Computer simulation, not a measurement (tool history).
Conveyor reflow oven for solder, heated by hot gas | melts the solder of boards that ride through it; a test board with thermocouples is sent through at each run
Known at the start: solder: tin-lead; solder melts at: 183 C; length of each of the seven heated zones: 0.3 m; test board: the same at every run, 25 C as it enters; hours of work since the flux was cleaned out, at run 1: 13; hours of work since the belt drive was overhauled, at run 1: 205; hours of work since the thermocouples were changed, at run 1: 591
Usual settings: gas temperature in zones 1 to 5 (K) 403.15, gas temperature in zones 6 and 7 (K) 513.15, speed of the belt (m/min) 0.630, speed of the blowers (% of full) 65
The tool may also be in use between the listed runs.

| run | day | gas temperature in zones 1 to 5 (K) | gas temperature in zones 6 and 7 (K) | speed of the belt (m/min) | speed of the blowers (% of full) | hours of work since the flux was cleaned out | hours of work since the belt drive was overhauled | hours of work since the thermocouples were changed | highest temperature of the board (K) | time above the solder's melting point (s) |
|---|---|---|---|---|---|---|---|---|---|---|
| 1 | 0.000 | 403.15 | 513.15 | 0.630 | 65 | 13 | 205 | 591 | 493.75 | 42.7 |
| 2 | 1.346 | 403.15 | 513.15 | 0.630 | 65 | 27 | 219 | 606 | 493.75 | 42.6 |
| 3 | 3.654 | 403.15 | 513.15 | 0.630 | 65 | 52 | 244 | 631 | 493.85 | 42.4 |
| 4 | 6.267 | 403.15 | 513.15 | 0.630 | 65 | 80 | 272 | 659 | 493.55 | 42.2 |
| 5 | 8.717 | 403.15 | 503.15 | 0.630 | 65 | 106 | 298 | 685 | 484.85 | 37.0 |
| 6 | 10.917 | 403.15 | 513.15 | 0.671 | 65 | 130 | 322 | 708 | 490.85 | 38.2 |
| 7 | 13.217 | 393.15 | 513.15 | 0.630 | 65 | 154 | 347 | 733 | 491.45 | 39.1 |
| 8 | 15.675 | 403.15 | 513.15 | 0.684 | 65 | 181 | 373 | 760 | 489.95 | 36.6 |
| 9 | 18.167 | 403.15 | 513.15 | 0.597 | 65 | 207 | 400 | 786 | 494.95 | 46.2 |
| 10 | 20.179 | 403.15 | 513.15 | 0.597 | 65 | 229 | 421 | 808 | 495.05 | 46.4 |
| 11 | 21.279 | 403.15 | 510.15 | 0.630 | 65 | 241 | 433 | 820 | 490.65 | 40.8 |
| 12 | 22.942 | 403.15 | 510.15 | 0.630 | 65 | 258 | 451 | 837 | 490.25 | 40.9 |
| 13 | 24.062 | 403.15 | 510.15 | 0.630 | 65 | 271 | 463 | 849 | 490.55 | 40.8 |
| 14 | 26.354 | 403.15 | 510.15 | 0.630 | 65 | 295 | 488 | 874 | 490.25 | 40.7 |
| 15 | 29.017 | 403.15 | 510.15 | 0.630 | 65 | 324 | 516 | 903 | 490.15 | 40.6 |
|  | 30.342 | flux residue cleaned out of gas plates and filters |
| 16 | 31.096 | 403.15 | 510.15 | 0.630 | 65 | 8 | 536 | 923 | 492.25 | 42.2 |
| 17 | 33.642 | 411.15 | 519.15 | 0.681 | 85 | 35 | 563 | 950 | 505.25 | 46.8 |
| 18 | 35.925 | 411.15 | 510.15 | 0.681 | 85 | 60 | 588 | 974 | 497.15 | 43.6 |
| 19 | 37.796 | 411.15 | 510.15 | 0.681 | 85 | 80 | 608 | 994 | 497.05 | 44.0 |
| 20 | 39.304 | 411.15 | 510.15 | 0.681 | 84 | 96 | 624 | 1011 | 496.65 | 43.7 |
| 21 | 40.746 | 412.15 | 505.15 | 0.596 | 78 | 112 | 640 | 1026 | 495.15 | 49.3 |
| 22 | 42.892 | 412.15 | 505.15 | 0.596 | 78 | 135 | 663 | 1049 | 494.75 | 49.8 |
| 23 | 44.308 | 403.15 | 526.15 | 0.630 | 65 | 150 | 678 | 1064 | 505.85 | 49.0 |
| 24 | 45.488 | 403.15 | 526.15 | 0.630 | 88 | 162 | 690 | 1077 | 513.35 | 52.0 |
| 25 | 46.846 | 417.15 | 513.15 | 0.630 | 59 | 177 | 705 | 1091 | 495.25 | 47.6 |
| 26 | 48.096 | 404.15 | 513.15 | 0.624 | 59 | 190 | 718 | 1105 | 492.55 | 42.9 |

4 ways to go on from here, each from the tool as it stands after run 26. What would each give?
| A | 49.329 | 389.15 | 513.15 | 0.630 | 65 | 204 | 732 | 1118 | ? | ? |
| B | 49.329 | 404.15 | 513.15 | 0.596 | 59 | 204 | 732 | 1118 | ? | ? |
| C | 49.329 | 391.15 | 527.15 | 0.503 | 59 | 204 | 732 | 1118 | ? | ? |
| D | 49.329 | 403.15 | 518.15 | 0.630 | 54 | 204 | 732 | 1118 | ? | ? |

| run | highest temperature of the board (K) | time above the solder's melting point (s) |
|---|---|---|
| A | 491.75 | 39.2 |
| B | 494.45 | 46.1 |
| C | 511.55 | 61.9 |
| D | 493.95 | 42.8 |
Without the tool's hidden state the same runs would have given:
| run | highest temperature of the board (K) | time above the solder's melting point (s) |
|---|---|---|
| A | 489.25 | 36.9 |
| B | 491.75 | 43.5 |
| C | 508.65 | 59.1 |
| D | 491.25 | 40.3 |

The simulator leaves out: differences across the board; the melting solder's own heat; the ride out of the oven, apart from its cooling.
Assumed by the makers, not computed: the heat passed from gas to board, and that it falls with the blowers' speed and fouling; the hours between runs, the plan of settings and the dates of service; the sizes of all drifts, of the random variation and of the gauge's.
